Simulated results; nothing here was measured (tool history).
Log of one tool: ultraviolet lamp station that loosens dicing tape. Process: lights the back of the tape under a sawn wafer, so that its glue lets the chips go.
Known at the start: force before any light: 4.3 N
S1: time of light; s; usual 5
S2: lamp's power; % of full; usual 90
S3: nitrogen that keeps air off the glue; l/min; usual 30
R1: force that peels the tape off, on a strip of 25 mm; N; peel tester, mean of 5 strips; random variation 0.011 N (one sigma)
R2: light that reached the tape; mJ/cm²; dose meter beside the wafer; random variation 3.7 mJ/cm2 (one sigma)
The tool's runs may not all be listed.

run   hour  S1  S2  S3     R1    R2
  1      0   5  90  30  0.732   494
      26.4  -- lamp changed
  2   27.9   5  90  30  0.518   621
  3   53.8   6  90  30   0.41   744
  4   82.7   6  90  30  0.396   739
  5  107.2   5  90  30  0.526   611
  6    136   5  90  30  0.528   603
  7  170.2   5  90  30  0.536   592
  8  200.8   5  90  30  0.547   593
  9  232.5   5  90  30  0.555   591
 10  269.8   5  90  42  0.529   576
 11  289.3   5  90  42  0.523   566
     293.6  -- window cleaned of glue's vapour
 12  315.9   5  75  42  0.705   473
 13  355.8   5  87  30  0.634   534
 14  385.9   9  99  15    0.3  1090
 15  427.6   9  99  15  0.313  1073
 16  463.5   9  99  15  0.297  1073
     474.3  -- window cleaned of glue's vapour, once more
 17  506.2   9  73  34  0.342   854

Here are 4 independent what-if runs from the current tool condition. What would each one return?
  A  545.5   9  71  41   ?   ?
  B  545.5   2  90  30   ?   ?
  C  545.5   9  74  34   ?   ?
  D  545.5   5  73  34   ?   ?

run     R1   R2
  A  0.325  820
  B  1.733  231
  C  0.344  851
  D  0.757  465
The same runs, with their run-to-run variation unchanged, on a tool lacking any hidden condition would have given:
run     R1   R2
  A  0.296  900
  B  1.593  253
  C  0.315  934
  D  0.662  511
